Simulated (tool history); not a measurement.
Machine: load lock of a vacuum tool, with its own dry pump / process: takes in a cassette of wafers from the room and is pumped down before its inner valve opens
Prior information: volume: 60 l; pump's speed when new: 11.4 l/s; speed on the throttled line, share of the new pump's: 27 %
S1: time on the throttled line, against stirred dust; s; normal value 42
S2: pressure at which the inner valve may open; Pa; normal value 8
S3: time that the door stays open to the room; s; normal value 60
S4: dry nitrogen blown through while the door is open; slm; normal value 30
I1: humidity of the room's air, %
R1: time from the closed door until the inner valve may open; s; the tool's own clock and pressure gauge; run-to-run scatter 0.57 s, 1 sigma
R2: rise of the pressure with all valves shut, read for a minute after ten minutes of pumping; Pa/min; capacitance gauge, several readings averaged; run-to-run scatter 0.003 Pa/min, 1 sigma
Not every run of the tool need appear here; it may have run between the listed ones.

| run | hour | S1 | S2 | S3 | S4 | I1 | R1 | R2 |
|---|---|---|---|---|---|---|---|---|
| 1 | 0 | 42 | 8 | 60 | 30 | 46.4 | 80.6 | 0.423 |
|  | 135.8 | door's seal changed, seat wiped |
| 2 | 281.1 | 42 | 8 | 60 | 30 | 48.7 | 80.8 | 0.033 |
| 3 | 845.5 | 42 | 8 | 216 | 30 | 45.9 | 81 | 0.088 |
| 4 | 1336.4 | 28 | 8 | 216 | 30 | 44.8 | 71.5 | 0.085 |
| 5 | 1944.6 | 28 | 8 | 216 | 30 | 42.4 | 71.6 | 0.088 |
| 6 | 2213 | 42 | 9 | 60 | 30 | 44.3 | 81.5 | 0.042 |
| 7 | 2668.3 | 42 | 9 | 60 | 30 | 51.2 | 82.1 | 0.054 |
| 8 | 3238.4 | 26 | 8 | 27 | 30 | 45.5 | 71.3 | 0.049 |
| 9 | 3788.2 | 50 | 8 | 192 | 5 | 44 | 89.2 | 0.16 |
| 10 | 4220.7 | 50 | 8 | 192 | 4 | 41.3 | 88.4 | 0.156 |

Branching from run 10: 3 alternative next runs. What would each branch give?
| A | 4551.8 | 50 | 8 | 226 | 5 | 47.4 | ? | ? |
| B | 4551.8 | 54 | 8 | 60 | 30 | 42.4 | ? | ? |
| C | 4551.8 | 42 | 10 | 60 | 30 | 47.7 | ? | ? |

| run | R1 | R2 |
|---|---|---|
| A | 89 | 0.188 |
| B | 91.2 | 0.077 |
| C | 81.2 | 0.08 |
With no hidden state in the tool, these same runs would have given:
| run | R1 | R2 |
|---|---|---|
| A | 86.6 | 0.142 |
| B | 88.9 | 0.03 |
| C | 78.7 | 0.033 |

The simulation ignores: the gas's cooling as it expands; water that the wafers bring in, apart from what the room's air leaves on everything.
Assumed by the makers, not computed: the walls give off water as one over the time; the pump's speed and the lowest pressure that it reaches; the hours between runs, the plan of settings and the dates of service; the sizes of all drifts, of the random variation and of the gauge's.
